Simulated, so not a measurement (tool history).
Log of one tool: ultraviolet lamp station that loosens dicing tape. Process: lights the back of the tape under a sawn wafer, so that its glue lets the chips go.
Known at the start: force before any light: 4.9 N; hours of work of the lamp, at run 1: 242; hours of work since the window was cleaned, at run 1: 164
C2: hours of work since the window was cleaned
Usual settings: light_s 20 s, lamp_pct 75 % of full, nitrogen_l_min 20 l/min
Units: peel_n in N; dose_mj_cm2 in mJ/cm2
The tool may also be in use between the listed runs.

run 1 hour=0 | light_s=20 lamp_pct=75 nitrogen_l_min=20 | hours_of_work_of_the_lamp=242 C2=164 | peel_n=0.711 dose_mj_cm2=195
run 2 hour=28.6 | light_s=20 lamp_pct=75 nitrogen_l_min=20 | hours_of_work_of_the_lamp=259 C2=181 | peel_n=0.736 dose_mj_cm2=199
run 3 hour=45.5 | light_s=20 lamp_pct=75 nitrogen_l_min=20 | hours_of_work_of_the_lamp=269 C2=191 | peel_n=0.737 dose_mj_cm2=195
run 4 hour=65 | light_s=20 lamp_pct=75 nitrogen_l_min=27 | hours_of_work_of_the_lamp=280 C2=203 | peel_n=0.663 dose_mj_cm2=193
run 5 hour=78.3 | light_s=20 lamp_pct=75 nitrogen_l_min=27 | hours_of_work_of_the_lamp=288 C2=211 | peel_n=0.711 dose_mj_cm2=196
run 6 hour=93.8 | light_s=20 lamp_pct=75 nitrogen_l_min=27 | hours_of_work_of_the_lamp=297 C2=220 | peel_n=0.659 dose_mj_cm2=191
run 7 hour=118.9 | light_s=20 lamp_pct=75 nitrogen_l_min=27 | hours_of_work_of_the_lamp=312 C2=235 | peel_n=0.698 dose_mj_cm2=192
-- hour=126.1 window cleaned of glue's vapour
run 8 hour=146 | light_s=20 lamp_pct=75 nitrogen_l_min=20 | hours_of_work_of_the_lamp=328 C2=12 | peel_n=0.861 dose_mj_cm2=179
run 9 hour=164.6 | light_s=20 lamp_pct=75 nitrogen_l_min=20 | hours_of_work_of_the_lamp=339 C2=23 | peel_n=0.885 dose_mj_cm2=179
-- hour=176.1 window cleaned of glue's vapour, once more
run 10 hour=179.2 | light_s=20 lamp_pct=75 nitrogen_l_min=20 | hours_of_work_of_the_lamp=347 C2=2 | peel_n=0.651 dose_mj_cm2=211
run 11 hour=198.2 | light_s=20 lamp_pct=75 nitrogen_l_min=20 | hours_of_work_of_the_lamp=359 C2=13 | peel_n=0.653 dose_mj_cm2=208
run 12 hour=220.1 | light_s=20 lamp_pct=82 nitrogen_l_min=20 | hours_of_work_of_the_lamp=372 C2=26 | peel_n=0.56 dose_mj_cm2=220
run 13 hour=242.3 | light_s=32 lamp_pct=75 nitrogen_l_min=20 | hours_of_work_of_the_lamp=385 C2=39 | peel_n=0.264 dose_mj_cm2=328
run 14 hour=266.7 | light_s=38 lamp_pct=75 nitrogen_l_min=20 | hours_of_work_of_the_lamp=399 C2=54 | peel_n=0.183 dose_mj_cm2=384
run 15 hour=287.5 | light_s=20 lamp_pct=75 nitrogen_l_min=20 | hours_of_work_of_the_lamp=411 C2=66 | peel_n=0.715 dose_mj_cm2=201
run 16 hour=310.8 | light_s=20 lamp_pct=63 nitrogen_l_min=20 | hours_of_work_of_the_lamp=425 C2=80 | peel_n=0.944 dose_mj_cm2=166
run 17 hour=339.2 | light_s=20 lamp_pct=75 nitrogen_l_min=20 | hours_of_work_of_the_lamp=442 C2=97 | peel_n=0.715 dose_mj_cm2=198
run 18 hour=351.7 | light_s=20 lamp_pct=75 nitrogen_l_min=20 | hours_of_work_of_the_lamp=449 C2=104 | peel_n=0.718 dose_mj_cm2=198
run 19 hour=373.3 | light_s=28 lamp_pct=75 nitrogen_l_min=16 | hours_of_work_of_the_lamp=462 C2=117 | peel_n=0.454 dose_mj_cm2=275
run 20 hour=396.2 | light_s=28 lamp_pct=73 nitrogen_l_min=30 | hours_of_work_of_the_lamp=476 C2=130 | peel_n=0.357 dose_mj_cm2=260
run 21 hour=424.6 | light_s=20 lamp_pct=72 nitrogen_l_min=36 | hours_of_work_of_the_lamp=493 C2=147 | peel_n=0.674 dose_mj_cm2=184
run 22 hour=453.9 | light_s=20 lamp_pct=98 nitrogen_l_min=31 | hours_of_work_of_the_lamp=510 C2=164 | peel_n=0.385 dose_mj_cm2=248
run 23 hour=469.7 | light_s=20 lamp_pct=98 nitrogen_l_min=31 | hours_of_work_of_the_lamp=519 C2=174 | peel_n=0.397 dose_mj_cm2=246
run 24 hour=498.3 | light_s=21 lamp_pct=68 nitrogen_l_min=8 | hours_of_work_of_the_lamp=536 C2=191 | peel_n=1.235 dose_mj_cm2=178
run 25 hour=515.1 | light_s=37 lamp_pct=79 nitrogen_l_min=18 | hours_of_work_of_the_lamp=546 C2=201 | peel_n=0.242 dose_mj_cm2=355
run 26 hour=537.8 | light_s=20 lamp_pct=68 nitrogen_l_min=10 | hours_of_work_of_the_lamp=560 C2=214 | peel_n=1.236 dose_mj_cm2=168
run 27 hour=557.2 | light_s=18 lamp_pct=77 nitrogen_l_min=10 | hours_of_work_of_the_lamp=571 C2=226 | peel_n=1.243 dose_mj_cm2=168
-- hour=578.6 window cleaned of glue's vapour
run 28 hour=581.6 | light_s=38 lamp_pct=77 nitrogen_l_min=10 | hours_of_work_of_the_lamp=585 C2=2 | peel_n=0.272 dose_mj_cm2=389
run 29 hour=601.2 | light_s=38 lamp_pct=77 nitrogen_l_min=10 | hours_of_work_of_the_lamp=597 C2=13 | peel_n=0.274 dose_mj_cm2=384
run 30 hour=627.7 | light_s=38 lamp_pct=77 nitrogen_l_min=10 | hours_of_work_of_the_lamp=613 C2=29 | peel_n=0.285 dose_mj_cm2=379
run 31 hour=649.6 | light_s=11 lamp_pct=96 nitrogen_l_min=36 | hours_of_work_of_the_lamp=626 C2=42 | peel_n=1.062 dose_mj_cm2=137
run 32 hour=667.2 | light_s=13 lamp_pct=96 nitrogen_l_min=26 | hours_of_work_of_the_lamp=636 C2=52 | peel_n=0.944 dose_mj_cm2=157
run 33 hour=682.8 | light_s=17 lamp_pct=71 nitrogen_l_min=6 | hours_of_work_of_the_lamp=645 C2=62 | peel_n=1.566 dose_mj_cm2=149
run 34 hour=700.6 | light_s=20 lamp_pct=94 nitrogen_l_min=20 | hours_of_work_of_the_lamp=656 C2=72 | peel_n=0.507 dose_mj_cm2=238
run 35 hour=724 | light_s=20 lamp_pct=94 nitrogen_l_min=20 | hours_of_work_of_the_lamp=670 C2=86 | peel_n=0.528 dose_mj_cm2=238
run 36 hour=749.4 | light_s=20 lamp_pct=94 nitrogen_l_min=20 | hours_of_work_of_the_lamp=685 C2=101 | peel_n=0.541 dose_mj_cm2=231

Some steps in peel_n between neighbouring runs. How much of each would the tool show without its hidden state too (settings, what came in, random variation), and how much is left for the hidden state, with any gauge scatter that isn't in both results?
The hidden state here: lamp's light, % of a new lamp's; light that the window lets through, % of a clean one's; drift of the gauge itself on peel_n, %; drift of the gauge itself on dose_mj_cm2, %.
Run 24 -> 25: light_s 21 -> 37, lamp_pct 68 -> 79, nitrogen_l_min 8 -> 18. peel_n -0.993 N: hidden state -0.25, all else -0.743.
Run 25 -> 26: light_s 37 -> 20, lamp_pct 79 -> 68, nitrogen_l_min 18 -> 10. peel_n +0.994 N: hidden state +0.273, all else +0.721.
Run 27 -> 28: light_s 18 -> 38, window cleaned of glue's vapour. peel_n -0.971 N: hidden state -0.299, all else -0.672.
Run 33 -> 34: light_s 17 -> 20, lamp_pct 71 -> 94, nitrogen_l_min 6 -> 20. peel_n -1.059 N: hidden state -0.141, all else -0.918.
